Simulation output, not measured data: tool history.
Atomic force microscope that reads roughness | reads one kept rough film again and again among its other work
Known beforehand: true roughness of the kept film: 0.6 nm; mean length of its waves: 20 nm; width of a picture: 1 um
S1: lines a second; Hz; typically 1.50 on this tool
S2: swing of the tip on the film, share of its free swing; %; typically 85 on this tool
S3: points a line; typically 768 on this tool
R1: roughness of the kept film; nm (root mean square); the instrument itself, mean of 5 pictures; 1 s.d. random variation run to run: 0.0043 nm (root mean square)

run	hour	S1	S2	S3	R1
1	0.0	1.50	85	768	0.404
# hour 8.1: new tip fitted
2	14.7	1.08	85	768	0.486
3	32.9	1.08	85	768	0.484
4	51.3	1.08	85	768	0.472
5	68.4	1.08	85	768	0.467
6	82.9	1.50	79	768	0.463
7	98.6	1.50	83	768	0.443
8	111.4	1.18	83	768	0.459
9	126.3	1.18	83	768	0.456
10	138.9	1.50	70	768	0.475
11	154.1	1.50	70	768	0.473
12	172.7	1.50	61	768	0.481
13	183.8	1.50	61	768	0.482
14	194.5	1.50	61	768	0.474
15	205.6	1.50	61	768	0.474
16	214.5	1.50	61	768	0.473
# hour 224.6: new tip fitted
17	231.4	1.35	85	768	0.475
18	246.7	1.50	56	768	0.535
19	262.7	1.50	56	768	0.535
20	280.0	1.50	56	768	0.535
21	287.7	1.50	56	768	0.523
22	297.0	1.50	56	768	0.526
23	308.5	1.50	56	768	0.518
24	318.0	1.39	85	768	0.443
25	330.9	1.02	59	353	0.511
26	339.4	1.02	59	353	0.509
27	355.6	2.02	59	293	0.483
28	368.1	2.02	59	293	0.473
29	383.8	0.57	57	480	0.506
30	402.3	0.77	58	519	0.488
31	419.7	0.77	58	519	0.493
32	427.9	1.71	85	662	0.405
33	438.4	1.71	85	662	0.394
# hour 440.5: new tip fitted
34	454.7	1.50	83	768	0.474
35	469.2	1.50	83	768	0.469
36	480.5	1.50	83	768	0.463
37	492.9	1.80	89	682	0.418
38	501.7	1.07	58	931	0.535
39	514.0	1.44	90	405	0.421
40	531.1	1.10	85	266	0.444
41	546.9	2.18	80	854	0.432
42	555.2	1.50	89	949	0.420
43	566.8	0.74	63	372	0.500
44	580.8	0.74	63	372	0.496
45	597.0	2.64	63	1022	0.462

Forecast each of these 3 alternatives for the next run:
A	610.8	2.69	67	373	?
B	610.8	1.75	63	403	?
C	610.8	1.40	63	1022	?

run	R1
A	0.443
B	0.466
C	0.487
Stripped of hidden state, with their random variation kept, the same runs would have yielded:
run	R1
A	0.487
B	0.514
C	0.536
